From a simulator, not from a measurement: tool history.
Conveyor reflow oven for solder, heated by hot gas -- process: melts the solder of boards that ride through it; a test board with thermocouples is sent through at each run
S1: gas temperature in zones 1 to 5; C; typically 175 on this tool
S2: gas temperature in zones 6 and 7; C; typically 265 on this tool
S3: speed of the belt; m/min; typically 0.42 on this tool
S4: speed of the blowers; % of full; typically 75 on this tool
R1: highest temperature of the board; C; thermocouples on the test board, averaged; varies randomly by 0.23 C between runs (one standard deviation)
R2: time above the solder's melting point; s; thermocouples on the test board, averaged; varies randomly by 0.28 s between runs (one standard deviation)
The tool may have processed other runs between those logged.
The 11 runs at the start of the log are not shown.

run	day	S1	S2	S3	S4	R1	R2
# day 31.646: thermocouples of zones 6 and 7 changed
12	32.333	175	265	0.42	81	247.1	59.6
13	35.5	175	265	0.42	75	245.3	56.5
14	38.025	175	265	0.42	75	245.5	56.7
15	40.838	175	265	0.42	75	245.1	56.5
16	43.625	165	274	0.478	76	245.4	45
# day 45.129: flux residue cleaned out of gas plates and filters
# day 46.092: belt drive overhauled, speed set with a stopwatch
17	46.275	166	265	0.391	75	246.1	58.6
18	49.879	181	267	0.42	75	248.2	62.1
19	53.042	181	267	0.42	75	248.5	61.4
20	55.717	178	272	0.42	75	251.4	63.1
21	58.046	175	266	0.42	75	246	57.8
22	61.062	175	266	0.42	75	245.9	57
# day 61.562: flux residue cleaned out of gas plates and filters
23	62.975	175	266	0.42	75	245.8	57.1
24	65.092	175	260	0.467	54	226.8	21.7
25	67.717	188	254	0.432	71	236.8	51.6

Run 26 comes next. What will it give?
26	70.238	188	254	0.432	71	?	?

{"run 26": {"R1": 237, "R2": 51.4}}
With no hidden state in the tool, this same run would have given R1 237.1 C, R2 51.5 s.
